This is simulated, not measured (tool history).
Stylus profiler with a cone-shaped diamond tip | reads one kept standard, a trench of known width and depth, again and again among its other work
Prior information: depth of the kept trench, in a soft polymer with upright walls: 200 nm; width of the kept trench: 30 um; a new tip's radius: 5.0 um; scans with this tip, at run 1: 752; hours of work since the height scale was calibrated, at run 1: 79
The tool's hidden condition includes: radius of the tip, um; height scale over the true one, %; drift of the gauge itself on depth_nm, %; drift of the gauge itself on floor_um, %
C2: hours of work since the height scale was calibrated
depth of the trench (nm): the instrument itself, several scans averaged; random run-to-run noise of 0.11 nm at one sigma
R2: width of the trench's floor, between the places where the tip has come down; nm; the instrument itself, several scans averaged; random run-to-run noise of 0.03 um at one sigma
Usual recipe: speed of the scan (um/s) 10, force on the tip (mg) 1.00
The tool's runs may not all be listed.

run 1 hour=0.0 | speed_of_the_scan_(um/s)=10 force_on_the_tip_(mg)=1.00 | scans_with_this_tip=752 C2=79 | depth_of_the_trench_(nm)=201.92 R2=27160
run 2 hour=11.6 | speed_of_the_scan_(um/s)=10 force_on_the_tip_(mg)=1.00 | scans_with_this_tip=810 C2=85 | depth_of_the_trench_(nm)=201.87 R2=27170
run 3 hour=30.0 | speed_of_the_scan_(um/s)=10 force_on_the_tip_(mg)=1.00 | scans_with_this_tip=901 C2=95 | depth_of_the_trench_(nm)=202.05 R2=27160
run 4 hour=40.1 | speed_of_the_scan_(um/s)=10 force_on_the_tip_(mg)=1.00 | scans_with_this_tip=951 C2=100 | depth_of_the_trench_(nm)=201.86 R2=27100
run 5 hour=62.2 | speed_of_the_scan_(um/s)=10 force_on_the_tip_(mg)=1.00 | scans_with_this_tip=1061 C2=112 | depth_of_the_trench_(nm)=202.02 R2=27140
run 6 hour=75.0 | speed_of_the_scan_(um/s)=10 force_on_the_tip_(mg)=1.00 | scans_with_this_tip=1125 C2=118 | depth_of_the_trench_(nm)=202.14 R2=27120
run 7 hour=92.6 | speed_of_the_scan_(um/s)=10 force_on_the_tip_(mg)=1.00 | scans_with_this_tip=1213 C2=127 | depth_of_the_trench_(nm)=201.90 R2=27090
run 8 hour=103.1 | speed_of_the_scan_(um/s)=10 force_on_the_tip_(mg)=1.00 | scans_with_this_tip=1265 C2=133 | depth_of_the_trench_(nm)=202.08 R2=27100
run 9 hour=118.1 | speed_of_the_scan_(um/s)=10 force_on_the_tip_(mg)=1.00 | scans_with_this_tip=1339 C2=141 | depth_of_the_trench_(nm)=202.04 R2=27120
run 10 hour=137.4 | speed_of_the_scan_(um/s)=10 force_on_the_tip_(mg)=1.00 | scans_with_this_tip=1435 C2=151 | depth_of_the_trench_(nm)=202.12 R2=27130
run 11 hour=155.8 | speed_of_the_scan_(um/s)=10 force_on_the_tip_(mg)=1.00 | scans_with_this_tip=1526 C2=160 | depth_of_the_trench_(nm)=202.00 R2=27060
run 12 hour=169.4 | speed_of_the_scan_(um/s)=10 force_on_the_tip_(mg)=1.00 | scans_with_this_tip=1594 C2=168 | depth_of_the_trench_(nm)=201.91 R2=27090
run 13 hour=189.6 | speed_of_the_scan_(um/s)=10 force_on_the_tip_(mg)=0.51 | scans_with_this_tip=1695 C2=178 | depth_of_the_trench_(nm)=201.28 R2=27100
run 14 hour=208.3 | speed_of_the_scan_(um/s)=7 force_on_the_tip_(mg)=1.97 | scans_with_this_tip=1787 C2=188 | depth_of_the_trench_(nm)=203.34 R2=27110
run 15 hour=220.9 | speed_of_the_scan_(um/s)=7 force_on_the_tip_(mg)=0.62 | scans_with_this_tip=1850 C2=194 | depth_of_the_trench_(nm)=201.43 R2=27050
run 16 hour=236.1 | speed_of_the_scan_(um/s)=11 force_on_the_tip_(mg)=1.00 | scans_with_this_tip=1926 C2=202 | depth_of_the_trench_(nm)=201.96 R2=27070
run 17 hour=251.9 | speed_of_the_scan_(um/s)=17 force_on_the_tip_(mg)=2.12 | scans_with_this_tip=2004 C2=211 | depth_of_the_trench_(nm)=203.15 R2=27080
run 18 hour=263.4 | speed_of_the_scan_(um/s)=9 force_on_the_tip_(mg)=1.00 | scans_with_this_tip=2061 C2=217 | depth_of_the_trench_(nm)=201.83 R2=27090
run 19 hour=278.5 | speed_of_the_scan_(um/s)=8 force_on_the_tip_(mg)=2.53 | scans_with_this_tip=2136 C2=225 | depth_of_the_trench_(nm)=203.75 R2=27110
run 20 hour=298.6 | speed_of_the_scan_(um/s)=8 force_on_the_tip_(mg)=2.53 | scans_with_this_tip=2236 C2=235 | depth_of_the_trench_(nm)=203.84 R2=27050
run 21 hour=316.3 | speed_of_the_scan_(um/s)=24 force_on_the_tip_(mg)=2.83 | scans_with_this_tip=2324 C2=244 | depth_of_the_trench_(nm)=204.03 R2=27020
run 22 hour=332.6 | speed_of_the_scan_(um/s)=24 force_on_the_tip_(mg)=2.83 | scans_with_this_tip=2405 C2=253 | depth_of_the_trench_(nm)=204.07 R2=27040
run 23 hour=344.7 | speed_of_the_scan_(um/s)=3 force_on_the_tip_(mg)=1.77 | scans_with_this_tip=2465 C2=259 | depth_of_the_trench_(nm)=202.81 R2=27040
run 24 hour=361.3 | speed_of_the_scan_(um/s)=3 force_on_the_tip_(mg)=1.77 | scans_with_this_tip=2548 C2=268 | depth_of_the_trench_(nm)=203.03 R2=27100
run 25 hour=370.8 | speed_of_the_scan_(um/s)=3 force_on_the_tip_(mg)=1.77 | scans_with_this_tip=2595 C2=273 | depth_of_the_trench_(nm)=202.79 R2=27110
run 26 hour=384.6 | speed_of_the_scan_(um/s)=3 force_on_the_tip_(mg)=1.77 | scans_with_this_tip=2663 C2=280 | depth_of_the_trench_(nm)=202.85 R2=27090

Alternative continuations, all from the tool just after run 26; predict every row:
run A hour=398.4 | speed_of_the_scan_(um/s)=4 force_on_the_tip_(mg)=1.29 | scans_with_this_tip=2732 C2=287 | depth_of_the_trench_(nm)=? R2=?
run B hour=398.4 | speed_of_the_scan_(um/s)=9 force_on_the_tip_(mg)=1.00 | scans_with_this_tip=2732 C2=287 | depth_of_the_trench_(nm)=? R2=?
run C hour=398.4 | speed_of_the_scan_(um/s)=3 force_on_the_tip_(mg)=1.90 | scans_with_this_tip=2732 C2=287 | depth_of_the_trench_(nm)=? R2=?
run D hour=398.4 | speed_of_the_scan_(um/s)=3 force_on_the_tip_(mg)=2.40 | scans_with_this_tip=2732 C2=287 | depth_of_the_trench_(nm)=? R2=?

run=A depth_of_the_trench_(nm)=202.56 R2=27060
run=B depth_of_the_trench_(nm)=202.15 R2=27070
run=C depth_of_the_trench_(nm)=203.15 R2=27080
run=D depth_of_the_trench_(nm)=203.65 R2=27120
Had the tool no hidden state, the same runs would have come out as:
run=A depth_of_the_trench_(nm)=202.34 R2=27180
run=B depth_of_the_trench_(nm)=201.93 R2=27190
run=C depth_of_the_trench_(nm)=202.92 R2=27200
run=D depth_of_the_trench_(nm)=203.42 R2=27240
